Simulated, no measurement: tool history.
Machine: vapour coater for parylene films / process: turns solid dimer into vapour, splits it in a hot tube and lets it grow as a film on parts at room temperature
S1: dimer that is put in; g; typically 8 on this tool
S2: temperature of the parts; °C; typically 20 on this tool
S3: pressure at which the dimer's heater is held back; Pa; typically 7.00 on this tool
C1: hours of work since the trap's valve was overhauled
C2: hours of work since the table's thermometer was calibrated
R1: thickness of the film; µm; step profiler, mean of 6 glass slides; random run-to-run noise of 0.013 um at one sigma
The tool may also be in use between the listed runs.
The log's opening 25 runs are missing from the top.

{"run": 26, "day": 44.925, "S1": 8, "S2": 15, "S3": 4.94, "C1": 406, "C2": 167, "R1": 2.12}
{"run": 27, "day": 47.017, "S1": 8, "S2": 15, "S3": 4.94, "C1": 447, "C2": 208, "R1": 2.12}
{"run": 28, "day": 49.129, "S1": 5, "S2": 15, "S3": 4.58, "C1": 489, "C2": 250, "R1": 1.32}
{"run": 29, "day": 50.408, "S1": 8, "S2": 26, "S3": 5.7, "C1": 514, "C2": 275, "R1": 1.6}
{"run": 30, "day": 52.825, "S1": 5, "S2": 20, "S3": 11.18, "C1": 562, "C2": 323, "R1": 1.13}
{"run": 31, "day": 55.283, "S1": 8, "S2": 13, "S3": 5.99, "C1": 610, "C2": 371, "R1": 2.19}
{"day": 57.529, "done": "trap's valve overhauled"}
{"run": 32, "day": 57.679, "S1": 10, "S2": 19, "S3": 9.65, "C1": 3, "C2": 415, "R1": 2.35}
{"run": 33, "day": 59.525, "S1": 8, "S2": 20, "S3": 2.09, "C1": 39, "C2": 451, "R1": 1.97}
{"run": 34, "day": 61.654, "S1": 9, "S2": 21, "S3": 2.69, "C1": 81, "C2": 493, "R1": 2.14}
{"run": 35, "day": 63.671, "S1": 4, "S2": 21, "S3": 3.85, "C1": 121, "C2": 533, "R1": 0.91}
{"run": 36, "day": 65.496, "S1": 6, "S2": 19, "S3": 3.58, "C1": 157, "C2": 569, "R1": 1.49}
{"run": 37, "day": 67.425, "S1": 7, "S2": 13, "S3": 3.58, "C1": 195, "C2": 607, "R1": 2.0}
{"run": 38, "day": 69.258, "S1": 14, "S2": 24, "S3": 3.58, "C1": 231, "C2": 643, "R1": 3.06}
{"run": 39, "day": 71.692, "S1": 7, "S2": 29, "S3": 4.0, "C1": 279, "C2": 691, "R1": 1.34}
{"run": 40, "day": 73.65, "S1": 5, "S2": 31, "S3": 10.1, "C1": 317, "C2": 729, "R1": 0.87}
{"run": 41, "day": 75.717, "S1": 6, "S2": 20, "S3": 3.37, "C1": 358, "C2": 770, "R1": 1.43}
{"run": 42, "day": 77.783, "S1": 8, "S2": 22, "S3": 7.0, "C1": 399, "C2": 811, "R1": 1.75}
{"run": 43, "day": 79.688, "S1": 13, "S2": 16, "S3": 2.27, "C1": 436, "C2": 848, "R1": 3.52}
{"run": 44, "day": 81.204, "S1": 8, "S2": 18, "S3": 4.46, "C1": 466, "C2": 878, "R1": 1.99}
{"run": 45, "day": 83.025, "S1": 8, "S2": 21, "S3": 4.46, "C1": 502, "C2": 914, "R1": 1.84}
{"run": 46, "day": 84.342, "S1": 12, "S2": 20, "S3": 7.0, "C1": 528, "C2": 940, "R1": 2.81}
{"run": 47, "day": 86.267, "S1": 8, "S2": 20, "S3": 9.24, "C1": 565, "C2": 978, "R1": 1.83}
{"run": 48, "day": 88.579, "S1": 8, "S2": 20, "S3": 9.24, "C1": 611, "C2": 1023, "R1": 1.81}

Here are 3 independent what-if runs from the current tool condition. What would each one return?
{"run": "A", "day": 90.038, "S1": 8, "S2": 27, "S3": 3.66, "C1": 640, "C2": 1052, "R1": "?"}
{"run": "B", "day": 90.038, "S1": 8, "S2": 24, "S3": 2.56, "C1": 640, "C2": 1052, "R1": "?"}
{"run": "C", "day": 90.038, "S1": 8, "S2": 26, "S3": 9.24, "C1": 640, "C2": 1052, "R1": "?"}

run=A R1=1.62
run=B R1=1.76
run=C R1=1.57
What these runs would have given with no unlogged condition in the tool:
run=A R1=1.63
run=B R1=1.77
run=C R1=1.58
